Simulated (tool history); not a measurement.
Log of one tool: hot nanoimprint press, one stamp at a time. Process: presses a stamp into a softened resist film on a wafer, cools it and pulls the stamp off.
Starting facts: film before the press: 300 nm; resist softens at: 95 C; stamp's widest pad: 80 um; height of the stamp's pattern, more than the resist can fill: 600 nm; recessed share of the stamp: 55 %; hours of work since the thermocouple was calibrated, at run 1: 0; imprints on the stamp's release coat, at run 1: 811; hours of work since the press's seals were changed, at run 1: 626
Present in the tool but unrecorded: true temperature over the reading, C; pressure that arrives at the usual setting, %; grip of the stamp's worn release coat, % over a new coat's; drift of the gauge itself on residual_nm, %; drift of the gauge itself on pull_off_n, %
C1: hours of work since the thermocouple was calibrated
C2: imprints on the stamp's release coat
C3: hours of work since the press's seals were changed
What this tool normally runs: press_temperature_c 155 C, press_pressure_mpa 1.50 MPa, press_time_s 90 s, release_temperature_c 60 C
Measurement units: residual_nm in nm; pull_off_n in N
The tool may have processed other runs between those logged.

run 1 day=0.000 | press_temperature_c=155 press_pressure_mpa=1.50 press_time_s=90 release_temperature_c=60 | C1=0 C2=811 C3=626 | residual_nm=177.6 pull_off_n=188
-- day=0.638 stamp cleaned and given a new release coat
run 2 day=0.867 | press_temperature_c=155 press_pressure_mpa=1.50 press_time_s=90 release_temperature_c=60 | C1=10 C2=17 C3=636 | residual_nm=176.9 pull_off_n=150
run 3 day=1.717 | press_temperature_c=155 press_pressure_mpa=1.50 press_time_s=90 release_temperature_c=60 | C1=25 C2=81 C3=650 | residual_nm=177.5 pull_off_n=155
run 4 day=2.346 | press_temperature_c=155 press_pressure_mpa=1.50 press_time_s=90 release_temperature_c=60 | C1=35 C2=128 C3=661 | residual_nm=177.0 pull_off_n=157
run 5 day=3.204 | press_temperature_c=155 press_pressure_mpa=1.50 press_time_s=90 release_temperature_c=60 | C1=49 C2=193 C3=675 | residual_nm=176.4 pull_off_n=158
run 6 day=4.075 | press_temperature_c=155 press_pressure_mpa=1.50 press_time_s=90 release_temperature_c=60 | C1=64 C2=258 C3=690 | residual_nm=177.1 pull_off_n=160
run 7 day=4.471 | press_temperature_c=155 press_pressure_mpa=1.50 press_time_s=90 release_temperature_c=60 | C1=71 C2=288 C3=696 | residual_nm=176.1 pull_off_n=166
-- day=5.662 press's hydraulic seals changed and the load cell set to zero
run 8 day=5.746 | press_temperature_c=155 press_pressure_mpa=1.50 press_time_s=90 release_temperature_c=60 | C1=86 C2=359 C3=1 | residual_nm=172.3 pull_off_n=164
run 9 day=6.175 | press_temperature_c=164 press_pressure_mpa=0.95 press_time_s=76 release_temperature_c=53 | C1=94 C2=391 C3=9 | residual_nm=143.7 pull_off_n=191
run 10 day=6.896 | press_temperature_c=156 press_pressure_mpa=1.64 press_time_s=90 release_temperature_c=60 | C1=106 C2=445 C3=21 | residual_nm=157.5 pull_off_n=171
run 11 day=7.442 | press_temperature_c=155 press_pressure_mpa=1.42 press_time_s=90 release_temperature_c=52 | C1=115 C2=487 C3=30 | residual_nm=175.5 pull_off_n=197
run 12 day=8.296 | press_temperature_c=155 press_pressure_mpa=1.42 press_time_s=90 release_temperature_c=52 | C1=129 C2=551 C3=44 | residual_nm=175.1 pull_off_n=203
run 13 day=8.825 | press_temperature_c=146 press_pressure_mpa=1.42 press_time_s=90 release_temperature_c=50 | C1=138 C2=590 C3=53 | residual_nm=248.0 pull_off_n=211
run 14 day=9.392 | press_temperature_c=153 press_pressure_mpa=1.27 press_time_s=58 release_temperature_c=63 | C1=147 C2=633 C3=62 | residual_nm=221.2 pull_off_n=165

Consider 3 possible next runs. They are alternatives, not a sequence: every one starts from the tool as it was left by run 14. What does each give?
run A day=10.288 | press_temperature_c=153 press_pressure_mpa=1.27 press_time_s=58 release_temperature_c=59 | C1=162 C2=701 C3=77 | residual_nm=? pull_off_n=?
run B day=10.288 | press_temperature_c=159 press_pressure_mpa=2.25 press_time_s=126 release_temperature_c=63 | C1=162 C2=701 C3=77 | residual_nm=? pull_off_n=?
run C day=10.288 | press_temperature_c=153 press_pressure_mpa=1.27 press_time_s=178 release_temperature_c=62 | C1=162 C2=701 C3=77 | residual_nm=? pull_off_n=?

run=A residual_nm=221.0 pull_off_n=184
run=B residual_nm=100.7 pull_off_n=170
run=C residual_nm=161.4 pull_off_n=171
Stripped of hidden state, with their random variation kept, the same runs would have yielded:
run=A residual_nm=223.6 pull_off_n=154
run=B residual_nm=102.3 pull_off_n=142
run=C residual_nm=164.2 pull_off_n=143
